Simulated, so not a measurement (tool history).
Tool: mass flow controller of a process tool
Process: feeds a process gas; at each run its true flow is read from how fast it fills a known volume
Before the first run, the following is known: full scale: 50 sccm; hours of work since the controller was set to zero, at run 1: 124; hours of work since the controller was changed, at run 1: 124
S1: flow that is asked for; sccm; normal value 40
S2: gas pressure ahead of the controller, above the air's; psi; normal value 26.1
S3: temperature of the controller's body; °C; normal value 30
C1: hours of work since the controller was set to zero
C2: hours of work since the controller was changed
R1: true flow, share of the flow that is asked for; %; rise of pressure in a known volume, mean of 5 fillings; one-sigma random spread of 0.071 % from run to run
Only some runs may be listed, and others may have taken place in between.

Run 1, hour 0.0: usual settings; C1 124; C2 124. Result: R1 100.20 %.
Run 2, hour 76.2: usual settings; C1 158; C2 158. Result: R1 100.39 %.
Run 3, hour 246.8: usual settings; C1 232; C2 232. Result: R1 100.34 %.
Run 4, hour 317.8: usual settings; C1 264; C2 264. Result: R1 100.52 %.
Run 5, hour 400.4: usual settings but S2 21.0 psi; C1 300; C2 300. Result: R1 100.43 %.
Run 6, hour 518.2: usual settings; C1 352; C2 352. Result: R1 100.70 %.
Run 7, hour 602.2: usual settings but S2 29.9 psi; C1 388; C2 388. Result: R1 100.69 %.
Run 8, hour 676.6: usual settings but S2 29.9 psi; C1 421; C2 421. Result: R1 100.83 %.
Run 9, hour 791.8: usual settings but S2 29.9 psi; C1 472; C2 472. Result: R1 100.98 %.
Run 10, hour 962.8: usual settings but S2 29.9 psi; C1 547; C2 547. Result: R1 101.01 %.
Run 11, hour 1093.8: usual settings but S2 29.9 psi; C1 604; C2 604. Result: R1 100.95 %.
Run 12, hour 1196.2: usual settings but S2 29.9 psi; C1 649; C2 649. Result: R1 101.22 %.
Run 13, hour 1315.1: usual settings but S3 25 °C; C1 701; C2 701. Result: R1 100.53 %.
Run 14, hour 1420.1: usual settings but S3 25 °C; C1 747; C2 747. Result: R1 100.79 %.
Run 15, hour 1597.3: usual settings but S3 25 °C; C1 825; C2 825. Result: R1 100.90 %.
Run 16, hour 1671.9: usual settings but S1 6 sccm; C1 858; C2 858. Result: R1 100.79 %.
Run 17, hour 1825.3: usual settings but S1 6 sccm; C1 925; C2 925. Result: R1 100.92 %.
Run 18, hour 1971.9: usual settings; C1 990; C2 990. Result: R1 101.63 %.
Run 19, hour 2089.3: usual settings; C1 1041; C2 1041. Result: R1 101.84 %.
Run 20, hour 2243.9: usual settings; C1 1109; C2 1109. Result: R1 101.87 %.
Run 21, hour 2339.4: usual settings but S2 26.0 psi; C1 1151; C2 1151. Result: R1 101.98 %.
Run 22, hour 2435.6: usual settings but S2 26.0 psi; C1 1193; C2 1193. Result: R1 102.15 %.
Run 23, hour 2581.3: usual settings but S3 32 °C; C1 1257; C2 1257. Result: R1 102.38 %.
Run 24, hour 2753.7: usual settings but S3 32 °C; C1 1333; C2 1333. Result: R1 102.59 %.
Run 25, hour 2914.2: usual settings but S3 32 °C; C1 1403; C2 1403. Result: R1 102.59 %.
Run 26, hour 3026.4: usual settings but S1 16 sccm, S3 24 °C; C1 1452; C2 1452. Result: R1 101.49 %.
Run 27, hour 3193.0: usual settings but S1 16 sccm, S3 24 °C; C1 1525; C2 1525. Result: R1 101.56 %.
Run 28, hour 3289.0: usual settings but S2 23.9 psi; C1 1568; C2 1568. Result: R1 102.71 %.
Run 29, hour 3425.7: usual settings but S1 16 sccm, S2 24.5 psi, S3 24 °C; C1 1628; C2 1628. Result: R1 101.64 %.
Run 30, hour 3544.6: usual settings but S1 14 sccm, S2 36.5 psi, S3 24 °C; C1 1680; C2 1680. Result: R1 101.84 %.
Run 31, hour 3701.5: usual settings but S1 17 sccm, S3 34 °C; C1 1749; C2 1749. Result: R1 102.94 %.
Run 32, hour 3784.8: usual settings but S1 13 sccm, S2 40.0 psi, S3 32 °C; C1 1785; C2 1785. Result: R1 102.99 %.
At hour 3855.8: gauge calibrated.
Run 33, hour 3898.8: usual settings but S2 22.6 psi, S3 21 °C; C1 1835; C2 1835. Result: R1 99.24 %.
Run 34, hour 4042.2: usual settings but S1 6 sccm; C1 1898; C2 1898. Result: R1 99.71 %.
Run 35, hour 4195.2: usual settings but S1 25 sccm, S3 25 °C; C1 1965; C2 1965. Result: R1 99.70 %.
Run 36, hour 4321.5: usual settings but S1 25 sccm, S3 25 °C; C1 2021; C2 2021. Result: R1 99.71 %.
Run 37, hour 4395.9: usual settings but S1 25 sccm, S3 25 °C; C1 2053; C2 2053. Result: R1 99.84 %.
Run 38, hour 4548.0: usual settings but S1 9 sccm, S2 35.0 psi, S3 26 °C; C1 2120; C2 2120. Result: R1 99.87 %.
Run 39, hour 4619.8: usual settings but S3 22 °C; C1 2152; C2 2152. Result: R1 99.90 %.
Run 40, hour 4722.4: usual settings but S2 37.3 psi, S3 35 °C; C1 2197; C2 2197. Result: R1 101.50 %.
Run 41, hour 4864.1: usual settings but S2 37.3 psi, S3 35 °C; C1 2259; C2 2259. Result: R1 101.70 %.
Run 42, hour 5006.2: usual settings but S1 41 sccm, S3 24 °C; C1 2321; C2 2321. Result: R1 100.51 %.
Run 43, hour 5182.4: usual settings but S1 29 sccm, S2 23.6 psi, S3 27 °C; C1 2399; C2 2399. Result: R1 100.69 %.
Run 44, hour 5277.4: usual settings but S1 29 sccm, S2 23.6 psi, S3 27 °C; C1 2440; C2 2440. Result: R1 100.65 %.
Run 45, hour 5359.5: usual settings but S1 29 sccm, S2 23.6 psi, S3 27 °C; C1 2476; C2 2476. Result: R1 100.78 %.
Run 46, hour 5502.2: usual settings but S1 29 sccm, S2 36.3 psi, S3 37 °C; C1 2539; C2 2539. Result: R1 101.99 %.
Run 47, hour 5646.9: usual settings but S2 33.9 psi; C1 2602; C2 2602. Result: R1 101.77 %.

Below are 3 alternative next runs, each starting from the tool's condition after run 47. Predict each:
Run A, hour 5752.4: usual settings but S1 7 sccm, S2 33.9 psi, S3 36 °C; C1 2649; C2 2649. Result: R1 ?.
Run B, hour 5752.4: usual settings but S2 27.3 psi, S3 29 °C; C1 2649; C2 2649. Result: R1 ?.
Run C, hour 5752.4: usual settings but S1 15 sccm, S2 23.5 psi, S3 21 °C; C1 2649; C2 2649. Result: R1 ?.

run      R1
  A  101.79
  B  101.56
  C  100.32
What these runs would have given with no unlogged condition in the tool:
run      R1
  A  100.33
  B  100.13
  C   98.90

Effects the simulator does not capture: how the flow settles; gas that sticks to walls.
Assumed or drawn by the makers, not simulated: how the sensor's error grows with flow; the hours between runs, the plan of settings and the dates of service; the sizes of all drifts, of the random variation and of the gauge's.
